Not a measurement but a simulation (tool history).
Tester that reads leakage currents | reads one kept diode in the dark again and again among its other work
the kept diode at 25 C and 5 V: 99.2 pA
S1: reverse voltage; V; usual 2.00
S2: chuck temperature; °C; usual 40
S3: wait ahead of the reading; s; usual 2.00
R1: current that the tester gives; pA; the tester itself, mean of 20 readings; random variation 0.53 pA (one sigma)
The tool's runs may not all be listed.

run 1 hour=0.0 | S1=2.00 S2=40 S3=2.00 | R1=175.11
-- hour=126.9 tester calibrated
run 2 hour=240.8 | S1=2.00 S2=40 S3=6.06 | R1=175.08
run 3 hour=462.6 | S1=2.00 S2=40 S3=6.59 | R1=175.92
run 4 hour=620.4 | S1=2.00 S2=44 S3=2.00 | R1=228.27
run 5 hour=743.4 | S1=2.00 S2=22 S3=2.00 | R1=48.65
run 6 hour=996.6 | S1=8.13 S2=22 S3=2.00 | R1=102.93
-- hour=1220.2 chuck's temperature calibrated
run 7 hour=1285.4 | S1=8.13 S2=22 S3=2.00 | R1=103.18
run 8 hour=1405.1 | S1=8.13 S2=22 S3=2.00 | R1=103.19
run 9 hour=1586.4 | S1=8.13 S2=22 S3=2.00 | R1=103.63
run 10 hour=1703.2 | S1=8.13 S2=22 S3=2.00 | R1=103.53
run 11 hour=1979.0 | S1=2.00 S2=44 S3=0.71 | R1=228.38
-- hour=2132.6 probe card cleaned and baked
run 12 hour=2193.2 | S1=2.00 S2=44 S3=0.71 | R1=229.90
run 13 hour=2394.1 | S1=2.00 S2=47 S3=4.37 | R1=277.71
-- hour=2460.9 chuck's temperature calibrated
run 14 hour=2534.8 | S1=10.95 S2=20 S3=1.93 | R1=103.81
run 15 hour=2818.7 | S1=5.04 S2=42 S3=2.82 | R1=328.57
run 16 hour=3094.2 | S1=5.04 S2=42 S3=2.82 | R1=327.43
run 17 hour=3342.7 | S1=5.04 S2=24 S3=1.16 | R1=93.27
run 18 hour=3480.9 | S1=5.19 S2=40 S3=0.60 | R1=292.99
run 19 hour=3659.4 | S1=2.00 S2=25 S3=2.00 | R1=60.95

3 ways to go on from here, each from the tool as it stands after run 19. What would each give?
-- hour=3686.7 chuck's temperature calibrated
run A hour=3900.3 | S1=1.17 S2=23 S3=0.39 | R1=?
-- hour=3686.7 chuck's temperature calibrated
run B hour=3900.3 | S1=13.22 S2=25 S3=0.40 | R1=?
-- hour=3686.7 chuck's temperature calibrated
run C hour=3900.3 | S1=2.00 S2=57 S3=0.96 | R1=?

run=A R1=39.50
run=B R1=168.55
run=C R1=516.60
Without the tool's hidden state the same runs would have given:
run=A R1=39.47
run=B R1=168.36
run=C R1=516.39
